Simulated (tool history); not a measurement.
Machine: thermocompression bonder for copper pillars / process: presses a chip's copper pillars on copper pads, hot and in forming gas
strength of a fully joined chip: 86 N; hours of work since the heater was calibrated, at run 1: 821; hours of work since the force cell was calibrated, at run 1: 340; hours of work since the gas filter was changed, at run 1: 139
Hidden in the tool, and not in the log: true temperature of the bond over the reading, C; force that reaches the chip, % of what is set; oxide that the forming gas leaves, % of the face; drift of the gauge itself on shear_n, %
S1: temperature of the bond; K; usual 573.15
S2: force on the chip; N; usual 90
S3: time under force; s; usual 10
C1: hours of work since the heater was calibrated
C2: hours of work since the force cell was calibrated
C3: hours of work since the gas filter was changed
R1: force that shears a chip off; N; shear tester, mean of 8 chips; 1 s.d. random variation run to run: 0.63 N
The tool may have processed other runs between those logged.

run     day      S1   S2  S3    C1   C2   C3    R1
  1       0  573.15   90  10   821  340  139  33.6
  2   1.038  573.15   90  10   836  355  154    32
  3    2.45  573.15   90  10   856  375  174  31.9
  4   3.862  573.15   90  10   876  395  194  32.3
  5   4.458  573.15   90  10   884  403  203  31.8
  6   5.079  573.15   90  10   893  412  212  31.5
  7   6.354  573.15   90  10   911  430  230    31
  8   7.662  573.15   90  10   930  449  248  31.2
  9   8.658  573.15   90  10   944  463  263  30.8
      9.579  -- forming gas filter changed
 10   9.771  546.15   90  10   960  479    3  20.8
 11  11.238  573.15   88   8   981  499   24  28.7
 12  12.138  593.15  125  25   993  512   36  62.8
 13  13.554  593.15  125   8  1013  532   57  45.6
 14  14.271  573.15  118  28  1024  543   67  53.1
 15  15.271  573.15  118  28  1038  557   81  50.6
 16  16.479  567.15   84   6  1055  574   98  22.5
 17  17.462  555.15   90  18  1069  588  112  29.4

The logged runs with the hidden state left out (each run's random variation unchanged):
run    R1
  1    39
  2  37.7
  3  37.9
  4  38.5
  5  38.1
  6  37.8
  7  37.6
  8  38.2
  9  37.8
 10  24.9
 11  33.7
 12  68.8
 13  52.2
 14  60.4
 15  58.2
 16  27.5
 17  36.1
